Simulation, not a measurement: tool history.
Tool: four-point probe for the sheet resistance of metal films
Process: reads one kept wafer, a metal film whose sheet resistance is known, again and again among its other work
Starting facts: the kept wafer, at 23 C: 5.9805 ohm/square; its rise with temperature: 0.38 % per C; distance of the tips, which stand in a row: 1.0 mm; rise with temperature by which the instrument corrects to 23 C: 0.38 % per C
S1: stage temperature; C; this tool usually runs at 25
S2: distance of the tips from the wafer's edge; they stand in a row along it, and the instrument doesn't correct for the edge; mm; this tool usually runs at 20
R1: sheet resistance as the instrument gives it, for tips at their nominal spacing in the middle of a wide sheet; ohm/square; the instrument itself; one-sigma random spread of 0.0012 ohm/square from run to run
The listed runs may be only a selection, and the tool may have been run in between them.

| run | hour | S1 | S2 | R1 |
|---|---|---|---|---|
| 1 | 0.0 | 25 | 20 | 5.975965 |
| 2 | 59.4 | 25 | 20 | 5.972981 |
| 3 | 85.9 | 25 | 20 | 5.974596 |
| 4 | 115.0 | 25 | 20 | 5.974581 |
| 5 | 176.3 | 25 | 20 | 5.972877 |
| 6 | 225.4 | 25 | 20 | 5.970396 |
| 7 | 276.2 | 25 | 20 | 5.969536 |
| 8 | 313.3 | 25 | 20 | 5.969985 |
|  | 335.1 | new probe head fitted |
| 9 | 345.6 | 25 | 20 | 6.005251 |
| 10 | 397.6 | 25 | 10 | 6.027659 |
| 11 | 452.1 | 25 | 20 | 6.003573 |
| 12 | 505.2 | 25 | 20 | 6.000755 |
| 13 | 538.0 | 22 | 20 | 6.002360 |
| 14 | 573.3 | 22 | 14 | 6.008341 |
| 15 | 607.4 | 22 | 14 | 6.007667 |
| 16 | 657.9 | 22 | 14 | 6.007310 |
| 17 | 698.8 | 22 | 14 | 6.007802 |
| 18 | 754.6 | 22 | 14 | 6.005338 |
| 19 | 797.2 | 22 | 14 | 6.004073 |
| 20 | 851.8 | 25 | 20 | 5.995354 |
| 21 | 897.2 | 25 | 20 | 5.997259 |
| 22 | 933.8 | 21 | 20 | 5.993276 |
| 23 | 969.8 | 21 | 20 | 5.993850 |
| 24 | 1008.1 | 24 | 7 | 6.047811 |
| 25 | 1040.7 | 25 | 15 | 5.999867 |
| 26 | 1078.1 | 25 | 15 | 5.996393 |
| 27 | 1105.5 | 25 | 15 | 5.997075 |
| 28 | 1133.7 | 21 | 22 | 5.989703 |
| 29 | 1159.5 | 21 | 11 | 6.009510 |
| 30 | 1213.5 | 30 | 7 | 6.044820 |
| 31 | 1272.4 | 30 | 7 | 6.043704 |
| 32 | 1313.5 | 23 | 68 | 5.981998 |
| 33 | 1357.1 | 23 | 68 | 5.978429 |
| 34 | 1402.2 | 29 | 20 | 5.985059 |
| 35 | 1460.5 | 19 | 9 | 6.014601 |
| 36 | 1519.6 | 19 | 9 | 6.015056 |
| 37 | 1552.8 | 25 | 21 | 5.981445 |
| 38 | 1580.9 | 20 | 45 | 5.976484 |
| 39 | 1606.4 | 23 | 52 | 5.975829 |
| 40 | 1667.1 | 23 | 7 | 6.036735 |
| 41 | 1714.0 | 25 | 34 | 5.972342 |
| 42 | 1773.5 | 29 | 32 | 5.973235 |
| 43 | 1805.5 | 20 | 70 | 5.969081 |
| 44 | 1848.1 | 20 | 70 | 5.969782 |

Alternative continuations, all from the tool just after run 44; predict every row:
| A | 1885.1 | 20 | 12 | ? |
| B | 1885.1 | 32 | 51 | ? |
| C | 1885.1 | 29 | 13 | ? |

| run | R1 |
|---|---|
| A | 5.990589 |
| B | 5.967494 |
| C | 5.987962 |
Without the tool's unlogged condition, the same runs would have read:
| run | R1 |
|---|---|
| A | 6.003531 |
| B | 5.980048 |
| C | 6.000640 |
